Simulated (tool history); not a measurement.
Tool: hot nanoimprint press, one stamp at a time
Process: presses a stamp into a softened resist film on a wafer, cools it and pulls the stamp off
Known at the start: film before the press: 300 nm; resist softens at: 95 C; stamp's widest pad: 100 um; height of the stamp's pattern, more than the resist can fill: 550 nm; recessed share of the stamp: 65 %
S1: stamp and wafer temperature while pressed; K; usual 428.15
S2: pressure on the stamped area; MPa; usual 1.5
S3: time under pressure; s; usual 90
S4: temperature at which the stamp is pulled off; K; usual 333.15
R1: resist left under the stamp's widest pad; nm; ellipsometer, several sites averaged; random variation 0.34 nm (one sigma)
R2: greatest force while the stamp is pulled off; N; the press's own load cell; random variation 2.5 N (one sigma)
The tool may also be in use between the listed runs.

Run 1, hour 0: usual settings. Result: R1 139 nm, R2 150 N.
Run 2, hour 67.8: usual settings but S4 326.15 K. Result: R1 139.2 nm, R2 183 N.
Run 3, hour 96.9: usual settings but S2 1.28 MPa. Result: R1 147.7 nm, R2 162 N.
Run 4, hour 143.1: usual settings but S2 1.28 MPa. Result: R1 147.5 nm, R2 173 N.
Run 5, hour 210.5: usual settings but S2 1.28 MPa. Result: R1 145.9 nm, R2 175 N.
At hour 248.6: plate thermocouple calibrated.
Run 6, hour 274.8: usual settings but S2 1.28 MPa. Result: R1 154.9 nm, R2 178 N.
Run 7, hour 338.6: usual settings but S4 332.15 K. Result: R1 144.4 nm, R2 186 N.
At hour 374: stamp cleaned and given a new release coat.
Run 8, hour 398.7: usual settings but S4 332.15 K. Result: R1 143.7 nm, R2 118 N.
Run 9, hour 460.3: usual settings but S4 332.15 K. Result: R1 143.2 nm, R2 121 N.
Run 10, hour 494.9: usual settings but S4 332.15 K. Result: R1 142.5 nm, R2 122 N.
Run 11, hour 543.3: usual settings but S3 132 s, S4 323.15 K. Result: R1 122.5 nm, R2 154 N.
Run 12, hour 575: usual settings but S3 132 s, S4 323.15 K. Result: R1 122.3 nm, R2 159 N.
Run 13, hour 614.8: usual settings but S3 132 s, S4 323.15 K. Result: R1 121.7 nm, R2 165 N.
Run 14, hour 654.2: usual settings but S2 1.23 MPa. Result: R1 152.7 nm, R2 128 N.
Run 15, hour 726: usual settings but S2 1.23 MPa. Result: R1 151.8 nm, R2 134 N.
Run 16, hour 781.5: usual settings but S1 431.15 K, S2 0.97 MPa. Result: R1 145.8 nm, R2 142 N.
At hour 815.1: plate thermocouple calibrated.
At hour 829.7: press's hydraulic seals changed and the load cell set to zero.
Run 17, hour 835.9: usual settings but S1 431.15 K, S2 0.97 MPa. Result: R1 152.7 nm, R2 151 N.
Run 18, hour 896.2: usual settings but S2 1.82 MPa, S3 113 s, S4 329.15 K. Result: R1 120.9 nm, R2 171 N.
Run 19, hour 945: usual settings but S2 1.82 MPa, S3 113 s, S4 329.15 K. Result: R1 120.5 nm, R2 161 N.
Run 20, hour 1015.3: usual settings but S2 1.82 MPa, S3 113 s, S4 329.15 K. Result: R1 119.3 nm, R2 171 N.

3 ways to go on from here, each from the tool as it stands after run 20. What would each give?
Run A, hour 1049.3: usual settings but S1 422.15 K, S3 70 s, S4 332.15 K. Result: R1 ?, R2 ?.
Run B, hour 1049.3: usual settings but S1 426.15 K, S2 1.76 MPa. Result: R1 ?, R2 ?.
Run C, hour 1049.3: usual settings but S3 152 s. Result: R1 ?, R2 ?.

run     R1   R2
  A  198.6  166
  B  145.8  161
  C  115.7  156
Without the tool's hidden state the same runs would have given:
run     R1   R2
  A  201.2  117
  B  148.1  113
  C  117.7  111

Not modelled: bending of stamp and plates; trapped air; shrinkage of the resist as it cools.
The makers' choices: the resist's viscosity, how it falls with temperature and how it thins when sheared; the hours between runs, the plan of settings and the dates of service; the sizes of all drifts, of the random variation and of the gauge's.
